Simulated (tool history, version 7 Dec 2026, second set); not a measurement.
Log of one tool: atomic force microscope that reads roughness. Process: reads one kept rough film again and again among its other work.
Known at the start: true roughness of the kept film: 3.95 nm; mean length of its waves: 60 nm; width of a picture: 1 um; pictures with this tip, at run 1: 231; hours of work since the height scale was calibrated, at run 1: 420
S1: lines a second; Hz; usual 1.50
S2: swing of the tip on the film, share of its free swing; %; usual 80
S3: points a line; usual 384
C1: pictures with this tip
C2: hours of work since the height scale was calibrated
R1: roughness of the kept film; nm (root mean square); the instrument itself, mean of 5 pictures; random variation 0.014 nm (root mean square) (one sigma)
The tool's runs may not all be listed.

Run 1, day 0.000: usual settings; C1 231; C2 420. Result: R1 3.285 nm (root mean square).
Run 2, day 1.292: usual settings; C1 258; C2 433. Result: R1 3.292 nm (root mean square).
Run 3, day 2.542: usual settings but S3 369; C1 284; C2 446. Result: R1 3.282 nm (root mean square).
Run 4, day 3.712: usual settings but S3 369; C1 308; C2 458. Result: R1 3.287 nm (root mean square).
At day 4.246: new tip fitted.
Run 5, day 4.646: usual settings but S3 369; C1 8; C2 468. Result: R1 3.292 nm (root mean square).
Run 6, day 6.046: usual settings but S3 483; C1 37; C2 482. Result: R1 3.287 nm (root mean square).
Run 7, day 7.646: usual settings but S3 483; C1 70; C2 499. Result: R1 3.304 nm (root mean square).
Run 8, day 9.271: usual settings but S3 375; C1 103; C2 516. Result: R1 3.297 nm (root mean square).
Run 9, day 10.108: usual settings but S3 375; C1 120; C2 524. Result: R1 3.293 nm (root mean square).
Run 10, day 11.758: usual settings but S3 318; C1 154; C2 541. Result: R1 3.289 nm (root mean square).
Run 11, day 13.304: usual settings but S3 318; C1 186; C2 558. Result: R1 3.290 nm (root mean square).
Run 12, day 14.862: usual settings but S3 318; C1 218; C2 574. Result: R1 3.294 nm (root mean square).
Run 13, day 16.321: usual settings but S3 318; C1 248; C2 589. Result: R1 3.276 nm (root mean square).
Run 14, day 18.017: usual settings but S3 260; C1 283; C2 606. Result: R1 3.257 nm (root mean square).
Run 15, day 19.650: usual settings but S3 260; C1 316; C2 623. Result: R1 3.280 nm (root mean square).
At day 19.796: new tip fitted.
Run 16, day 20.954: usual settings but S2 67 %, S3 433; C1 23; C2 637. Result: R1 3.528 nm (root mean square).
Run 17, day 22.312: usual settings but S2 67 %, S3 433; C1 51; C2 651. Result: R1 3.532 nm (root mean square).
Run 18, day 23.675: usual settings but S2 67 %, S3 433; C1 79; C2 665. Result: R1 3.531 nm (root mean square).
Run 19, day 25.154: usual settings but S2 67 %, S3 423; C1 110; C2 680. Result: R1 3.537 nm (root mean square).
Run 20, day 26.817: usual settings but S1 3.28 Hz, S2 82 %, S3 349; C1 144; C2 697. Result: R1 2.776 nm (root mean square).
Run 21, day 27.938: usual settings but S1 0.59 Hz, S2 61 %, S3 424; C1 167; C2 709. Result: R1 3.717 nm (root mean square).
Run 22, day 29.079: usual settings but S1 0.58 Hz; C1 190; C2 721. Result: R1 3.576 nm (root mean square).
Run 23, day 30.271: usual settings but S1 0.58 Hz; C1 215; C2 733. Result: R1 3.596 nm (root mean square).
Run 24, day 31.917: usual settings but S1 1.04 Hz, S2 67 %, S3 445; C1 248; C2 750. Result: R1 3.608 nm (root mean square).
Run 25, day 33.662: usual settings but S1 1.04 Hz, S2 67 %, S3 445; C1 284; C2 768. Result: R1 3.574 nm (root mean square).
Run 26, day 34.946: usual settings but S1 1.04 Hz, S2 67 %, S3 445; C1 310; C2 782. Result: R1 3.584 nm (root mean square).
At day 35.371: new tip fitted.
Run 27, day 36.304: usual settings but S1 1.04 Hz, S2 67 %, S3 445; C1 19; C2 795. Result: R1 3.586 nm (root mean square).
Run 28, day 37.529: usual settings but S1 1.04 Hz, S2 74 %, S3 445; C1 44; C2 808. Result: R1 3.512 nm (root mean square).

Hidden state at the last listed run before each entry between runs and at the first one after, where it differs:
Between runs 4 and 5: new tip fitted (day 4.246)
  radius of the tip, nm: 10.6 -> 10
Between runs 15 and 16: new tip fitted (day 19.796)
  radius of the tip, nm: 10.7 -> 10.1
Between runs 26 and 27: new tip fitted (day 35.371)
  radius of the tip, nm: 10.7 -> 10
